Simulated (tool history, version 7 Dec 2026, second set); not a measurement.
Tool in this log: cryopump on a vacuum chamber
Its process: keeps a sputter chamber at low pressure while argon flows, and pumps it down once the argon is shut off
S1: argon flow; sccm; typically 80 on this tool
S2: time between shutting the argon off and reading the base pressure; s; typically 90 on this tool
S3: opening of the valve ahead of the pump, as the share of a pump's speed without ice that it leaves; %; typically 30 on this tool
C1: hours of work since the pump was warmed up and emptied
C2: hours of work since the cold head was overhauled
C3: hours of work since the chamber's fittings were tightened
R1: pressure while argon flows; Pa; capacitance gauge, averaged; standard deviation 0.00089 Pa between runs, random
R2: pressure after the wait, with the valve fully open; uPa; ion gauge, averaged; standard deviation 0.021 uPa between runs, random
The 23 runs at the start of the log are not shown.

run	hour	S1	S2	S3	C1	C2	C3	R1	R2
24	459.9	160	55	39	282	282	1648	0.2927	1.22
25	484.7	160	55	39	296	296	1662	0.2937	1.22
26	499.8	38	30	51	304	304	1670	0.054	1.74
27	522	38	30	51	317	317	1683	0.0539	1.73
28	548.4	141	90	30	332	332	1697	0.3338	1
29	562.4	109	58	30	339	339	1705	0.2609	1.22
30	585.7	80	90	56	353	353	1718	0.1053	1.03
31	609.5	62	90	59	366	366	1731	0.0787	1.04
32	630.4	51	187	48	378	378	1743	0.077	0.86
33	643.6	80	54	30	385	385	1751	0.1912	1.31
34	667.8	52	290	20	398	398	1764	0.1849	0.79

Below are 4 alternative next runs, each starting from the tool's condition after run 34. Predict each:
A	685.3	99	24	46	408	408	1774	?	?
B	685.3	80	90	19	408	408	1774	?	?
C	685.3	52	290	55	408	408	1774	?	?
D	685.3	140	290	44	408	408	1774	?	?

run	R1	R2
A	0.1589	2.12
B	0.2973	1.07
C	0.071	0.8
D	0.2339	0.83
Without the tool's hidden state the same runs would have given:
run	R1	R2
A	0.1483	1.55
B	0.2887	0.5
C	0.0654	0.22
D	0.2189	0.25
